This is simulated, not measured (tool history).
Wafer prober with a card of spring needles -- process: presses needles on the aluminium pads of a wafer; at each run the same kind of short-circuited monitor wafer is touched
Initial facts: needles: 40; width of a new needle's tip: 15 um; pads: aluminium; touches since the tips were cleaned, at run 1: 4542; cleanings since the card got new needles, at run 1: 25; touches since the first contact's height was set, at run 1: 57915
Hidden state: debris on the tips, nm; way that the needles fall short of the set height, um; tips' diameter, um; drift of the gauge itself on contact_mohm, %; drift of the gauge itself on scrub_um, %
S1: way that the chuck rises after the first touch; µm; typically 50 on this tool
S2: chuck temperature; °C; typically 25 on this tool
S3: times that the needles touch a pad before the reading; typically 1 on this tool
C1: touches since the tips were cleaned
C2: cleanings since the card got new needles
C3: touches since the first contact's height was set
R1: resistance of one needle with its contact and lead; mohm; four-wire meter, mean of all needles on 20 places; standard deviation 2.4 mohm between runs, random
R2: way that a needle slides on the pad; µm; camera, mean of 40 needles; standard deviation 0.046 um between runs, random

| run | hour | S1 | S2 | S3 | C1 | C2 | C3 | R1 | R2 |
|---|---|---|---|---|---|---|---|---|---|
| 1 | 0.0 | 50 | 25 | 1 | 4542 | 25 | 57915 | 272 | 10.87 |
|  | 13.4 | tips cleaned on abrasive film |
|  | 40.9 | tips cleaned on abrasive film |
|  | 64.3 | tips cleaned on abrasive film |
| 2 | 68.6 | 50 | 25 | 1 | 1478 | 28 | 81336 | 266 | 10.86 |
|  | 89.1 | tips cleaned on abrasive film |
| 3 | 111.2 | 50 | 25 | 1 | 7580 | 29 | 95909 | 274 | 10.93 |
|  | 115.4 | tips cleaned on abrasive film |
|  | 139.0 | tips cleaned on abrasive film |
|  | 163.3 | tips cleaned on abrasive film |
| 4 | 179.2 | 50 | 25 | 1 | 5429 | 32 | 119099 | 272 | 10.91 |
|  | 188.2 | tips cleaned on abrasive film |
|  | 213.6 | tips cleaned on abrasive film |
|  | 239.5 | tips cleaned on abrasive film |
| 5 | 249.3 | 50 | 25 | 1 | 3374 | 35 | 143040 | 271 | 10.97 |
|  | 262.8 | tips cleaned on abrasive film |
|  | 287.4 | tips cleaned on abrasive film |
|  | 295.7 | height of the first contact set anew |
| 6 | 300.0 | 50 | 25 | 1 | 4224 | 37 | 1459 | 268 | 11.02 |
|  | 311.2 | tips cleaned on abrasive film |
|  | 334.5 | tips cleaned on abrasive film |
| 7 | 334.7 | 50 | 25 | 3 | 84 | 39 | 13304 | 270 | 10.99 |
|  | 357.4 | tips cleaned on abrasive film |
|  | 382.0 | tips cleaned on abrasive film |
| 8 | 403.3 | 50 | 25 | 3 | 7283 | 41 | 36735 | 269 | 10.96 |
|  | 407.8 | tips cleaned on abrasive film |
|  | 435.0 | tips cleaned on abrasive film |
| 9 | 454.7 | 50 | 25 | 1 | 6735 | 43 | 54278 | 268 | 11.06 |
|  | 459.3 | tips cleaned on abrasive film |
|  | 485.7 | tips cleaned on abrasive film |
| 10 | 507.3 | 58 | 59 | 1 | 7393 | 45 | 72241 | 274 | 12.75 |
|  | 512.9 | tips cleaned on abrasive film |
|  | 539.9 | tips cleaned on abrasive film |
| 11 | 545.6 | 36 | 121 | 2 | 1941 | 47 | 85312 | 306 | 8.00 |
|  | 566.5 | tips cleaned on abrasive film |
|  | 592.8 | tips cleaned on abrasive film |
| 12 | 613.3 | 41 | 90 | 2 | 7027 | 49 | 108464 | 292 | 9.08 |
|  | 619.0 | tips cleaned on abrasive film |
|  | 642.6 | tips cleaned on abrasive film |
|  | 665.5 | tips cleaned on abrasive film |
| 13 | 681.6 | 41 | 90 | 2 | 5521 | 52 | 131761 | 297 | 9.06 |
|  | 689.0 | tips cleaned on abrasive film |
|  | 715.2 | tips cleaned on abrasive film |
|  | 739.6 | tips cleaned on abrasive film |
| 14 | 741.2 | 32 | 116 | 1 | 559 | 55 | 152100 | 311 | 7.07 |
|  | 762.1 | height of the first contact set anew |
|  | 766.7 | tips cleaned on abrasive film |
| 15 | 782.6 | 39 | 120 | 2 | 5464 | 56 | 7005 | 306 | 8.59 |
|  | 791.0 | tips cleaned on abrasive film |
|  | 814.3 | tips cleaned on abrasive film |
| 16 | 814.3 | 39 | 120 | 2 | 0 | 58 | 17774 | 305 | 8.61 |
|  | 837.3 | tips cleaned on abrasive film |
|  | 864.5 | tips cleaned on abrasive film |
| 17 | 885.3 | 39 | 120 | 2 | 7148 | 60 | 42067 | 307 | 8.59 |

Difference, measured minus no-hidden-state, one row per run. Run-to-run variation is common to both terms; the gauge's own scatter need not be:
| run | R2 |
|---|---|
| 1 | +0.00 |
| 2 | +0.01 |
| 3 | +0.02 |
| 4 | +0.04 |
| 5 | +0.05 |
| 6 | +0.07 |
| 7 | +0.07 |
| 8 | +0.08 |
| 9 | +0.10 |
| 10 | +0.13 |
| 11 | +0.08 |
| 12 | +0.11 |
| 13 | +0.12 |
| 14 | +0.10 |
| 15 | +0.13 |
| 16 | +0.13 |
| 17 | +0.15 |
R1 without the hidden state stays within 1 mohm of what was measured, in all runs.
